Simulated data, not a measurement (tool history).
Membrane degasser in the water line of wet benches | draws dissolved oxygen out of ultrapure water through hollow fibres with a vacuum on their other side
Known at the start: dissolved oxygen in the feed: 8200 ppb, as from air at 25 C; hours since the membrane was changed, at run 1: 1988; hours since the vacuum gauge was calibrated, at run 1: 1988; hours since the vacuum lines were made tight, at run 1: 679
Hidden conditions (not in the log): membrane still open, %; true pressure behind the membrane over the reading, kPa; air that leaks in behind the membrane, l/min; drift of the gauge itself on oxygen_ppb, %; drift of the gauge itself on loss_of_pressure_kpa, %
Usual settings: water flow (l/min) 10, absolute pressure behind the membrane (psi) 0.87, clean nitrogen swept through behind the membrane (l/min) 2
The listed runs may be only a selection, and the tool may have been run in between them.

run	day	water flow (l/min)	absolute pressure behind the membrane (psi)	clean nitrogen swept through behind the membrane (l/min)	hours since the membrane was changed	hours since the vacuum gauge was calibrated	hours since the vacuum lines were made tight	dissolved oxygen in the water behind the degasser (ppb)	pressure that the water loses in the fibres (psi)
1	0	10	0.87	2	1988	1988	679	176.4	7.201
2	6.033	10	1.951	2	2133	2133	824	262.1	7.21
3	11.204	10	1.951	2	2257	2257	948	262.4	7.214
4	17.079	10	0.87	2	2398	2398	1089	172	7.255
5	21.371	9	0.87	2	2501	2501	1192	140.8	6.544
6	23.888	10	0.87	3.2	2561	2561	1252	164.4	7.258
7	26.667	10	0.87	3.2	2628	2628	1319	164.6	7.287
8	29.867	10	0.87	3.2	2705	2705	1396	164.8	7.242
9	33.354	10	0.87	0.91	2788	2788	1480	215.1	7.265
10	36.271	10	0.87	0.91	2858	2858	1550	215	7.263
11	40.946	10	0.87	0.91	2971	2971	1662	215.3	7.252
# day 43.438: vacuum gauge calibrated
12	43.854	10	0.87	0.91	3040	10	1731	211	7.217
13	46.575	13	0.87	2	3105	75	1796	288.7	9.375
14	49.408	10	1.153	2	3173	143	1864	201.7	7.281
15	54.938	10	1.153	0.97	3306	276	1997	256.6	7.266
16	59.158	10	0.87	2	3407	377	2098	177.3	7.297
17	63.462	10	1.226	2	3511	481	2202	209.9	7.335
18	66.742	7	1.07	2	3589	559	2280	94.6	5.102
19	71.367	7	0.87	2	3700	670	2391	84	5.091
20	75.638	11	0.59	1.44	3803	773	2494	195.9	7.952
21	80.8	8	0.87	2	3927	897	2618	113.9	5.852
22	85.925	7	0.65	3.49	4050	1020	2741	66.6	5.114
23	91.692	6	0.87	2.9	4188	1158	2879	53.4	4.39
24	96.85	9	0.701	2	4312	1282	3003	132.8	6.554
25	99.358	9	0.701	2	4372	1342	3063	135.2	6.564
26	104.562	12	1.468	0.95	4497	1467	3188	413.8	8.76
27	109.821	13	2.029	0.95	4623	1593	3314	581.8	9.52
28	112.796	13	2.029	0.95	4695	1665	3386	555.4	9.535
29	118.208	8	0.87	1.33	4824	1794	3516	128.3	5.812
30	123.754	8	0.87	1.33	4958	1928	3649	129.8	5.815
31	127.908	8	0.87	1.33	5057	2027	3748	128	5.874
32	133.146	10	0.558	2	5183	2153	3874	158.1	7.352

Difference, measured minus no-hidden-state, one row per run. Run-to-run variation is common to both terms; the gauge's own scatter need not be:
run	dissolved oxygen in the water behind the degasser (ppb)	pressure that the water loses in the fibres (psi)
1	+5.4	+0.061
2	+5.8	+0.065
3	+6.3	+0.07
4	+6.5	+0.074
5	+5.8	+0.068
6	+6.9	+0.08
7	+7	+0.081
8	+7.3	+0.084
9	+9	+0.087
10	+9.2	+0.088
11	+9.7	+0.093
12	+8.1	+0.096
13	+11.9	+0.128
14	+8.5	+0.099
15	+9.4	+0.104
16	+9	+0.109
17	+9.6	+0.113
18	+5.1	+0.08
19	+5.2	+0.083
20	+12.3	+0.133
21	+7.4	+0.102
22	+5.6	+0.091
23	+4.2	+0.081
24	+10	+0.125
25	+10.3	+0.128
26	+18	+0.174
27	+20.9	+0.194
28	+20.4	+0.199
29	+9.9	+0.125
30	+10.2	+0.128
31	+10.4	+0.132
32	+14.7	+0.17
